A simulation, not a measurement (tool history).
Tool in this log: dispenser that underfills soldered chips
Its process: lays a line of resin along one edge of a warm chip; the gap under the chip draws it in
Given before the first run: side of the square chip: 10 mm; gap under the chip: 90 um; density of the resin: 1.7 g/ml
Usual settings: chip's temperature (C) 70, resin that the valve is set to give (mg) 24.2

run,hour,chip's temperature (C),resin that the valve is set to give (mg),time until the resin shows at the far edge (s),resin that the valve gave (mg)
1,0.0,70,24.2,114.4,22.76
# hour 1.1: new syringe of resin
2,3.2,70,24.2,87.0,22.66
3,6.6,70,24.2,106.7,22.75
# hour 8.8: new syringe of resin
4,9.8,70,28.1,81.2,26.16
5,13.2,70,28.1,96.8,26.07
6,15.0,82,28.1,72.1,26.09
# hour 16.3: new syringe of resin
7,18.9,82,24.2,56.8,22.39
8,22.3,82,24.2,71.7,22.16
# hour 23.9: new syringe of resin
9,25.7,76,24.1,71.2,22.19
10,29.7,72,29.8,100.3,27.56
# hour 31.5: new syringe of resin
11,32.9,59,28.3,127.2,25.92
12,34.9,59,28.3,141.9,25.94
13,37.7,59,28.3,170.8,25.92
# hour 38.9: new syringe of resin
14,42.5,73,24.2,85.1,21.86

Forecast each of these 5 alternatives for the next run:
# hour 45.6: dispensing valve cleaned and set on the balance
A,46.7,74,23.8,?,?
# hour 45.6: dispensing valve cleaned and set on the balance
B,46.7,73,26.4,?,?
# hour 45.6: dispensing valve cleaned and set on the balance
C,46.7,67,23.2,?,?
# hour 45.6: dispensing valve cleaned and set on the balance
D,46.7,70,22.1,?,?
# hour 45.6: dispensing valve cleaned and set on the balance
E,46.7,63,24.2,?,?

run,time until the resin shows at the far edge (s),resin that the valve gave (mg)
A,98.6,23.74
B,100.6,26.36
C,127.6,23.06
D,116.8,22.03
E,148.8,23.99
The same runs, with their run-to-run variation unchanged, on a tool lacking any hidden condition would have given:
run,time until the resin shows at the far edge (s),resin that the valve gave (mg)
A,65.4,23.79
B,66.7,26.42
C,84.7,23.11
D,77.5,22.08
E,98.8,24.05
